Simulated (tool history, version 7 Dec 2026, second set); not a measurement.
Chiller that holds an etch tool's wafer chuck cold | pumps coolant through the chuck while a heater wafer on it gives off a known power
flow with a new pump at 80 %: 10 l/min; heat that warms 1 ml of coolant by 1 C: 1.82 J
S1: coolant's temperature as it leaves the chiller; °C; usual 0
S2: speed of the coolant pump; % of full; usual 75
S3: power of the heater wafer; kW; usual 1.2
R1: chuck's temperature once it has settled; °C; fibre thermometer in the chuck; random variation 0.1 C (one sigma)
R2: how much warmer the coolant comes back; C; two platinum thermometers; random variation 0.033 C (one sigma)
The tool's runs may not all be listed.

run 1 hour=0 | S1=0 S2=75 S3=1.2 | R1=10.7 R2=4.21
run 2 hour=64.1 | S1=0 S2=75 S3=1.2 | R1=10.7 R2=4.26
run 3 hour=110 | S1=0 S2=75 S3=1.2 | R1=10.7 R2=4.2
run 4 hour=157.1 | S1=0 S2=75 S3=1.2 | R1=10.7 R2=4.17
run 5 hour=214.1 | S1=0 S2=75 S3=1.2 | R1=11 R2=4.23
run 6 hour=306.7 | S1=0 S2=75 S3=1.2 | R1=10.9 R2=4.17
run 7 hour=376.7 | S1=0 S2=75 S3=1.2 | R1=10.8 R2=4.13
run 8 hour=425.6 | S1=0 S2=75 S3=1.2 | R1=10.7 R2=4.21
run 9 hour=509 | S1=0 S2=75 S3=1.2 | R1=10.8 R2=4.16
run 10 hour=573.2 | S1=0 S2=75 S3=1.2 | R1=10.8 R2=4.18
run 11 hour=652 | S1=0 S2=75 S3=1.2 | R1=10.9 R2=4.16
run 12 hour=745.2 | S1=0 S2=75 S3=1.2 | R1=10.8 R2=4.14
run 13 hour=835.6 | S1=0 S2=75 S3=1.2 | R1=10.9 R2=4.08
run 14 hour=914.6 | S1=0 S2=75 S3=1.2 | R1=10.9 R2=4.07
run 15 hour=1008.6 | S1=0 S2=75 S3=1.2 | R1=10.9 R2=4.12
run 16 hour=1075.9 | S1=0 S2=75 S3=1.2 | R1=10.8 R2=4.04
-- hour=1081.9 chiller's thermometer calibrated
run 17 hour=1121 | S1=-5 S2=63 S3=0.945 | R1=4.8 R2=3.8
run 18 hour=1175.5 | S1=-5 S2=82 S3=0.945 | R1=2.8 R2=2.87
run 19 hour=1222.8 | S1=-5 S2=82 S3=0.945 | R1=3 R2=2.85
run 20 hour=1265.1 | S1=8 S2=65 S3=1.2 | R1=20.2 R2=4.73
run 21 hour=1318.3 | S1=-1 S2=64 S3=0.656 | R1=5.7 R2=2.54
run 22 hour=1393.3 | S1=-3 S2=64 S3=0.656 | R1=3.9 R2=2.56
run 23 hour=1476.8 | S1=-3 S2=80 S3=0.656 | R1=2.7 R2=1.93
-- hour=1518.3 gauge calibrated
run 24 hour=1524.7 | S1=0 S2=75 S3=1.273 | R1=11.6 R2=4.52
run 25 hour=1616.4 | S1=0 S2=75 S3=1.34 | R1=12.1 R2=4.68
run 26 hour=1709.7 | S1=2 S2=75 S3=1.574 | R1=16.3 R2=5.55
run 27 hour=1756.2 | S1=2 S2=75 S3=1.574 | R1=16.3 R2=5.51
run 28 hour=1821.1 | S1=2 S2=63 S3=0.615 | R1=8.3 R2=2.55
run 29 hour=1867.9 | S1=2 S2=63 S3=0.615 | R1=8.4 R2=2.59
run 30 hour=1924.9 | S1=2 S2=91 S3=0.845 | R1=8.6 R2=2.31
run 31 hour=2005.1 | S1=-5 S2=75 S3=1.4 | R1=7.5 R2=4.9
run 32 hour=2075.9 | S1=-5 S2=75 S3=1.4 | R1=7.6 R2=4.86

Hidden state or all else? Some run-to-run changes of R2, split into what the settings, what came in and random variation would give without the hidden state, and what is left for the hidden state (with any gauge scatter that isn't in both results):
The hidden state here: heat passed by the chuck's channels, % of clean ones'; flow at a given pump speed, % of a new pump's; coolant's true temperature over the reading, C; drift of the gauge itself on chuck_c, C; drift of the gauge itself on warmer_back_c, C.
Run 5 -> 6: no setting changed, nothing entered. R2 -0.06 C: hidden state -0.02, all else -0.04.
Run 11 -> 12: no setting changed, nothing entered. R2 -0.02 C: hidden state -0.03, all else +0.01.
Run 23 -> 24: S1 -3 -> 0, S2 80 -> 75, S3 0.656 -> 1.273, gauge calibrated. R2 +2.59 C: hidden state +0.24, all else +2.35.
Run 27 -> 28: S2 75 -> 63, S3 1.574 -> 0.615. R2 -2.96 C: hidden state -0.01, all else -2.95.
Run 30 -> 31: S1 2 -> -5, S2 91 -> 75, S3 0.845 -> 1.4. R2 +2.59 C: hidden state -0.01, all else +2.6.
